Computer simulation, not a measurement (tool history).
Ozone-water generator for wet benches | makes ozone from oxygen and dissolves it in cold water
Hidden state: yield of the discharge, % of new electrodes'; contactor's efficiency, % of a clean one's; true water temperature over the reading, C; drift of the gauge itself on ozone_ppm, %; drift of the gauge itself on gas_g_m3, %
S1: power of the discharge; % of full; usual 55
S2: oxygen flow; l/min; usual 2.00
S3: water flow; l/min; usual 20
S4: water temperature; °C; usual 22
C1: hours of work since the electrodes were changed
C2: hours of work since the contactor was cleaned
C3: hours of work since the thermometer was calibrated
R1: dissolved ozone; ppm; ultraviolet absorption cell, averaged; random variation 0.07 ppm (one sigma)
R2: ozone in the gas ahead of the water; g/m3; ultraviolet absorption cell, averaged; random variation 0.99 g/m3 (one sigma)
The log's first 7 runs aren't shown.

Run 8, hour 318.9: usual settings but S1 43 % of full; C1 2353; C2 63; C3 2221. Result: R1 7.36 ppm, R2 142.6 g/m3.
Run 9, hour 375.3: usual settings but S2 1.43 l/min; C1 2397; C2 107; C3 2265. Result: R1 7.81 ppm, R2 199.9 g/m3.
Run 10, hour 425.8: usual settings but S2 1.43 l/min; C1 2437; C2 146; C3 2305. Result: R1 7.79 ppm, R2 198.3 g/m3.
Run 11, hour 463.9: usual settings but S2 1.43 l/min; C1 2467; C2 176; C3 2334. Result: R1 7.98 ppm, R2 198.6 g/m3.
Run 12, hour 531.0: usual settings but S4 18 °C; C1 2519; C2 229; C3 2387. Result: R1 9.09 ppm, R2 172.1 g/m3.
Run 13, hour 585.7: usual settings but S4 18 °C; C1 2562; C2 272; C3 2430. Result: R1 9.07 ppm, R2 171.3 g/m3.
Run 14, hour 615.5: usual settings but S4 18 °C; C1 2585; C2 295; C3 2453. Result: R1 8.96 ppm, R2 171.2 g/m3.
Run 15, hour 647.7: usual settings but S4 18 °C; C1 2610; C2 320; C3 2478. Result: R1 8.91 ppm, R2 170.5 g/m3.
Run 16, hour 688.3: usual settings but S4 18 °C; C1 2642; C2 352; C3 2510. Result: R1 8.98 ppm, R2 171.3 g/m3.
Run 17, hour 759.6: usual settings but S1 41 % of full, S4 19 °C; C1 2698; C2 408; C3 2566. Result: R1 7.20 ppm, R2 140.0 g/m3.
Run 18, hour 814.4: usual settings but S1 41 % of full, S4 14 °C; C1 2741; C2 451; C3 2609. Result: R1 7.33 ppm, R2 140.1 g/m3.
Run 19, hour 872.6: usual settings but S1 97 % of full, S3 31 l/min, S4 17 °C; C1 2787; C2 496; C3 2655. Result: R1 7.95 ppm, R2 260.6 g/m3.

The next listed run, before its measurement:
Run 20, hour 932.4: usual settings but S1 97 % of full, S3 31 l/min, S4 17 °C; C1 2833; C2 543; C3 2701. Result: R1 ?, R2 ?.

Run 20 gave R1 7.92 ppm, R2 257.4 g/m3.
Without the tool's hidden state the same run would have given R1 7.93 ppm, R2 253.4 g/m3.
